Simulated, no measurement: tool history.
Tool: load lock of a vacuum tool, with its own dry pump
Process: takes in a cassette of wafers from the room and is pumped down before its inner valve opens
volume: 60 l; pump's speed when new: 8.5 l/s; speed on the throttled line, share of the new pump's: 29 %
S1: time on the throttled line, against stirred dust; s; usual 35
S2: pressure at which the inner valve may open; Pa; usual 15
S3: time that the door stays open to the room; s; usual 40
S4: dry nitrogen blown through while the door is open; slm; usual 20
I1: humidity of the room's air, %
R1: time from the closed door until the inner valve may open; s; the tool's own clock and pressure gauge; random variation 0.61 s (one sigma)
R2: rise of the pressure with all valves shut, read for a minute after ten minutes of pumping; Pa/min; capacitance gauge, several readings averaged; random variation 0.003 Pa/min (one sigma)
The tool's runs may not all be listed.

Run 1, hour 0: usual settings; I1 44.2. Result: R1 108.6 s, R2 0.043 Pa/min.
Run 2, hour 69.9: usual settings; I1 49.3. Result: R1 108.5 s, R2 0.048 Pa/min.
Run 3, hour 176.9: usual settings; I1 44.1. Result: R1 108.3 s, R2 0.049 Pa/min.
Run 4, hour 238.9: usual settings; I1 43.8. Result: R1 108.8 s, R2 0.052 Pa/min.
Run 5, hour 300.8: usual settings; I1 48.5. Result: R1 109.8 s, R2 0.052 Pa/min.
At hour 318.7: dry pump taken out, an overhauled one fitted.
Run 6, hour 425.9: usual settings but S1 27 s; I1 42.7. Result: R1 82 s, R2 0.046 Pa/min.
Run 7, hour 541.3: usual settings; I1 45.5. Result: R1 88.3 s, R2 0.052 Pa/min.
Run 8, hour 643.7: usual settings; I1 47.4. Result: R1 88.7 s, R2 0.058 Pa/min.
Run 9, hour 715.3: usual settings; I1 44.1. Result: R1 89.1 s, R2 0.049 Pa/min.
Run 10, hour 819.6: usual settings but S1 32 s, S2 12 Pa, S3 28 s; I1 45.3. Result: R1 89.1 s, R2 0.051 Pa/min.
Run 11, hour 921.1: usual settings but S1 19 s, S4 11 slm; I1 47. Result: R1 78.3 s, R2 0.064 Pa/min.
Run 12, hour 1035.2: usual settings but S2 12 Pa, S3 59 s, S4 5 slm; I1 43.9. Result: R1 91.1 s, R2 0.077 Pa/min.
Run 13, hour 1118.5: usual settings but S3 94 s, S4 16 slm; I1 39.5. Result: R1 89.9 s, R2 0.074 Pa/min.
Run 14, hour 1245.5: usual settings but S1 27 s, S3 94 s, S4 16 slm; I1 47. Result: R1 85.1 s, R2 0.083 Pa/min.
Run 15, hour 1364.8: usual settings but S3 49 s, S4 6 slm; I1 44.8. Result: R1 91.2 s, R2 0.071 Pa/min.
Run 16, hour 1436.7: usual settings but S2 11 Pa; I1 44.3. Result: R1 92.7 s, R2 0.059 Pa/min.
Run 17, hour 1510.8: usual settings but S2 11 Pa, S3 103 s; I1 43.2. Result: R1 92.5 s, R2 0.083 Pa/min.
Run 18, hour 1564.9: usual settings but S1 26 s, S2 11 Pa, S3 143 s, S4 4 slm; I1 45.9. Result: R1 88.1 s, R2 0.116 Pa/min.

Forecast each of these 5 alternatives for the next run:
Run A, hour 1618.3: usual settings but S1 42 s, S2 11 Pa, S3 143 s, S4 11 slm; I1 44.4. Result: R1 ?, R2 ?.
Run B, hour 1618.3: usual settings but S2 23 Pa, S3 39 s, S4 42 slm; I1 46.8. Result: R1 ?, R2 ?.
Run C, hour 1618.3: usual settings but S2 18 Pa, S4 24 slm; I1 42. Result: R1 ?, R2 ?.
Run D, hour 1618.3: usual settings but S3 196 s; I1 47.2. Result: R1 ?, R2 ?.
Run E, hour 1618.3: usual settings but S1 29 s, S2 11 Pa, S3 143 s, S4 4 slm; I1 49.4. Result: R1 ?, R2 ?.

run    R1     R2
  A  98.3  0.103
  B  86.1  0.058
  C  88.7  0.063
  D  89.7  0.108
  E  89.2  0.127
Without the tool's hidden state the same runs would have given:
run    R1     R2
  A  95.3  0.065
  B  83.3   0.02
  C  85.8  0.025
  D  86.8   0.07
  E    86  0.089
